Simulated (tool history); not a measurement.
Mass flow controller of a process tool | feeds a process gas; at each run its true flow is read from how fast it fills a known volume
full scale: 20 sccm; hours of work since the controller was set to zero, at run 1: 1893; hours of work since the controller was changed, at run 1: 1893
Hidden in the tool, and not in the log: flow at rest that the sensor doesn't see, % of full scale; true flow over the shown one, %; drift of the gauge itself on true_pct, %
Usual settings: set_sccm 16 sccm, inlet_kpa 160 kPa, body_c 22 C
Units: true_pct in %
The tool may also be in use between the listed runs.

| run | hour | set_sccm | inlet_kpa | body_c | hours of work since the controller was set to zero | hours of work since the controller was changed | true_pct |
|---|---|---|---|---|---|---|---|
| 1 | 0 | 16 | 160 | 22 | 1893 | 1893 | 100.18 |
| 2 | 51.6 | 16 | 160 | 22 | 1917 | 1917 | 100.2 |
| 3 | 155.1 | 16 | 160 | 22 | 1966 | 1966 | 100.05 |
| 4 | 209.1 | 16 | 160 | 22 | 1991 | 1991 | 100.25 |
| 5 | 330 | 16 | 160 | 22 | 2048 | 2048 | 100.24 |
| 6 | 434 | 16 | 160 | 22 | 2097 | 2097 | 100.24 |
| 7 | 524.9 | 16 | 160 | 22 | 2139 | 2139 | 100.32 |
| 8 | 640.8 | 12 | 236 | 25 | 2194 | 2194 | 100.24 |
|  | 649.2 | controller's zero set anew |
| 9 | 755.1 | 12 | 236 | 25 | 50 | 2247 | 100.67 |
| 10 | 871.6 | 12 | 236 | 25 | 104 | 2302 | 100.91 |
| 11 | 984.8 | 13 | 199 | 40 | 157 | 2355 | 101.81 |
| 12 | 1097.4 | 13 | 199 | 21 | 210 | 2408 | 100.46 |

Hidden state at the last listed run before each entry between runs and at the first one after, where it differs:
Between runs 8 and 9: controller's zero set anew (hour 649.2)
  flow at rest that the sensor doesn't see, % of full scale: 0.459 -> 0.713; true flow over the shown one, %: 0.53 -> 0.54
  measured less the result without the state, true_pct: +1.3 -> +1.73 %

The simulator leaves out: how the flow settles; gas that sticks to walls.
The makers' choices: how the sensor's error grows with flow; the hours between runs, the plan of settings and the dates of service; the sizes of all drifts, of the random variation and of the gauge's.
